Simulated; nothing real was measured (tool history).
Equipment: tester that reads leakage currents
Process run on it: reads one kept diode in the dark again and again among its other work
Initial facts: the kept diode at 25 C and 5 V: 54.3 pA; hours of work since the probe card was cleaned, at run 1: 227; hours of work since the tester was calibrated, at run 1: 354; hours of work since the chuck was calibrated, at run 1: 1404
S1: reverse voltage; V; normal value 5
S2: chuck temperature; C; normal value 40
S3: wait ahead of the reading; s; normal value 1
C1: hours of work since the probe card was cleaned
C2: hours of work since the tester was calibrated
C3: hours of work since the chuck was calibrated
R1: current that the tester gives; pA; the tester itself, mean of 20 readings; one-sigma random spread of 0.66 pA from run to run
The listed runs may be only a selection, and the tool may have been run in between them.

Run 1, hour 0: usual settings; C1 227; C2 354; C3 1404. Result: R1 219.35 pA.
Run 2, hour 39.1: usual settings; C1 250; C2 377; C3 1427. Result: R1 219.22 pA.
Run 3, hour 74.9: usual settings; C1 271; C2 398; C3 1448. Result: R1 219.6 pA.
Run 4, hour 114.8: usual settings; C1 295; C2 421; C3 1471. Result: R1 220.09 pA.
Run 5, hour 149.7: usual settings; C1 315; C2 441; C3 1492. Result: R1 220.17 pA.
Run 6, hour 182.1: usual settings but S3 6.41 s; C1 334; C2 460; C3 1511. Result: R1 219.18 pA.
Run 7, hour 216.4: usual settings but S2 57 C; C1 354; C2 480; C3 1531. Result: R1 912.46 pA.
Run 8, hour 256.6: usual settings but S2 57 C; C1 378; C2 504; C3 1554. Result: R1 911.95 pA.

Forecast run 9:
Run 9, hour 293.9: usual settings but S1 3.05 V, S2 54 C, S3 9.59 s; C1 400; C2 526; C3 1576. Result: R1 ?.

R1: 597.94 pA
With no hidden state in the tool, this same run would have given R1 597.49 pA.
